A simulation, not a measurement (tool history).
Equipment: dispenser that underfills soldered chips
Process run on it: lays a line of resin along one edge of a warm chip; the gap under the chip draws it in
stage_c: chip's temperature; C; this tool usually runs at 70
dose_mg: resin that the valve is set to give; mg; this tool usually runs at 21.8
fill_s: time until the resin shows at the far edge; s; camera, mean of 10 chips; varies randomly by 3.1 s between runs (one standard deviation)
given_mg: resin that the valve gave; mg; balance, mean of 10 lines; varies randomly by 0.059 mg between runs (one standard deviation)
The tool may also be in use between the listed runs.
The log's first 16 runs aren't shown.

run    day  stage_c  dose_mg  hours of work since the syringe was changed  hours of work since the valve was cleaned  hours of work since the stage was calibrated  fill_s  given_mg
 17  3.550       70     24.8                                            7                                         26                                           176   439.4     24.50
     3.625  -- new syringe of resin
 18  3.800       70     22.6                                            3                                         30                                           180   344.6     22.29
 19  4.075       67     28.2                                            7                                         34                                           184   488.8     27.71
     4.167  -- new syringe of resin
 20  4.283       73     21.7                                            2                                         37                                           188   284.5     21.36
 21  4.404       81     24.8                                            4                                         39                                           189   216.2     24.39
 22  4.658       81     24.8                                            8                                         43                                           194   267.6     24.38
     4.708  -- new syringe of resin
 23  4.871       69     22.9                                            3                                         47                                           197   358.4     22.58
 24  5.133       69     22.9                                            7                                         51                                           201   449.2     22.44
     5.262  -- new syringe of resin
 25  5.338       69     22.9                                            1                                         54                                           204   329.9     22.38
 26  5.483       72     22.3                                            4                                         56                                           207   322.7     21.89
 27  5.667       64     23.1                                            7                                         59                                           209   548.7     22.53
     5.804  -- new syringe of resin
     5.846  -- dispensing valve cleaned and set on the balance
 28  5.950       57     20.1                                            2                                          2                                           213   618.9     20.06
 29  6.092       62     21.8                                            4                                          4                                           215   538.7     21.73
 30  6.358       79     19.3                                            8                                          8                                           220   303.5     19.20
     6.388  -- new syringe of resin
 31  6.562       61     27.5                                            3                                         11                                           223   522.7     27.36
 32  6.762       61     27.5                                            6                                         15                                           226   631.5     27.44
     6.938  -- new syringe of resin
 33  6.967       56     25.8                                            0                                         18                                           229   591.4     25.67
 34  7.217       56     25.8                                            5                                         22                                           233   748.6     25.70
 35  7.462       64     28.0                                            8                                         26                                           237   617.2     27.84
     7.500  -- new syringe of resin
 36  7.750       64     28.0                                            4                                         30                                           242   490.8     27.68

Alternative continuations, all from the tool just after run 36; predict every row:
  A  7.908       61     21.9                                            7                                         33                                           244       ?         ?
  B  7.908       83     23.2                                            7                                         33                                           244       ?         ?
  C  7.908       67     23.1                                            7                                         33                                           244       ?         ?
  D  7.908       60     25.9                                            7                                         33                                           244       ?         ?

run  fill_s  given_mg
  A   653.3     21.70
  B   228.1     22.76
  C   480.9     22.68
  D   693.5     25.51
Without the tool's hidden state the same runs would have given:
run  fill_s  given_mg
  A   480.9     21.99
  B   166.8     23.07
  C   353.4     22.98
  D   511.0     25.85

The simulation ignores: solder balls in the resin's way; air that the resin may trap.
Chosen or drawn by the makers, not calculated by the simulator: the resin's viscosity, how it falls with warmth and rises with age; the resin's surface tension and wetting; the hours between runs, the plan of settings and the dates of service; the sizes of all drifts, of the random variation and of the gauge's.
